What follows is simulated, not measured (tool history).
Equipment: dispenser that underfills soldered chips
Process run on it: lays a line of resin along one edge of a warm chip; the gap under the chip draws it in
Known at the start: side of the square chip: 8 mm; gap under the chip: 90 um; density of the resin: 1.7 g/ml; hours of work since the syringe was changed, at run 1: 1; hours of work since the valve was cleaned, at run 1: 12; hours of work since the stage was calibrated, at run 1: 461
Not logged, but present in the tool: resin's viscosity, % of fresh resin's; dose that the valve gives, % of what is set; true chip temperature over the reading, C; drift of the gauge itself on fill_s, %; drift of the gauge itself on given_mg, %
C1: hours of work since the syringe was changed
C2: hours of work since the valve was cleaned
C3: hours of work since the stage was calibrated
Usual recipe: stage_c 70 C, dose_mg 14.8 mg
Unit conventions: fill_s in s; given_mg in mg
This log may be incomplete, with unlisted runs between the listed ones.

{"run": 1, "hour": 0.0, "stage_c": 70, "dose_mg": 14.8, "C1": 1, "C2": 12, "C3": 461, "fill_s": 69.2, "given_mg": 14.71}
{"hour": 12.8, "done": "new syringe of resin"}
{"run": 2, "hour": 14.4, "stage_c": 70, "dose_mg": 14.8, "C1": 1, "C2": 23, "C3": 472, "fill_s": 69.7, "given_mg": 14.69}
{"run": 3, "hour": 23.8, "stage_c": 70, "dose_mg": 14.8, "C1": 9, "C2": 30, "C3": 480, "fill_s": 125, "given_mg": 14.65}
{"hour": 26.8, "done": "new syringe of resin"}
{"run": 4, "hour": 33.2, "stage_c": 70, "dose_mg": 14.8, "C1": 5, "C2": 38, "C3": 487, "fill_s": 98.1, "given_mg": 14.57}
{"hour": 41.7, "done": "new syringe of resin"}
{"run": 5, "hour": 45.0, "stage_c": 70, "dose_mg": 14.8, "C1": 3, "C2": 47, "C3": 496, "fill_s": 81.1, "given_mg": 14.6}
{"run": 6, "hour": 53.2, "stage_c": 70, "dose_mg": 14.8, "C1": 9, "C2": 53, "C3": 503, "fill_s": 132.4, "given_mg": 14.49}
{"hour": 56.3, "done": "new syringe of resin"}
{"run": 7, "hour": 64.8, "stage_c": 67, "dose_mg": 17.5, "C1": 7, "C2": 62, "C3": 511, "fill_s": 127.7, "given_mg": 17.13}
{"hour": 70.5, "done": "new syringe of resin"}
{"run": 8, "hour": 71.9, "stage_c": 78, "dose_mg": 15.6, "C1": 1, "C2": 68, "C3": 517, "fill_s": 46.2, "given_mg": 15.23}
{"run": 9, "hour": 79.7, "stage_c": 64, "dose_mg": 16.9, "C1": 7, "C2": 74, "C3": 523, "fill_s": 154.1, "given_mg": 16.48}
{"hour": 84.7, "done": "new syringe of resin"}
{"run": 10, "hour": 93.6, "stage_c": 56, "dose_mg": 16.9, "C1": 7, "C2": 84, "C3": 534, "fill_s": 243, "given_mg": 16.35}

Measured less the same run without the tool's hidden state. The same run-to-run variation is in both; the gauge's scatter may not be:
run=1 fill_s=+13.7 given_mg=-0.06
run=2 fill_s=+14.6 given_mg=-0.12
run=3 fill_s=+70 given_mg=-0.16
run=4 fill_s=+42.2 given_mg=-0.2
run=5 fill_s=+25.8 given_mg=-0.25
run=6 fill_s=+78.2 given_mg=-0.28
run=7 fill_s=+64.1 given_mg=-0.39
run=8 fill_s=+9.6 given_mg=-0.38
run=9 fill_s=+80.3 given_mg=-0.45
run=10 fill_s=+127 given_mg=-0.51
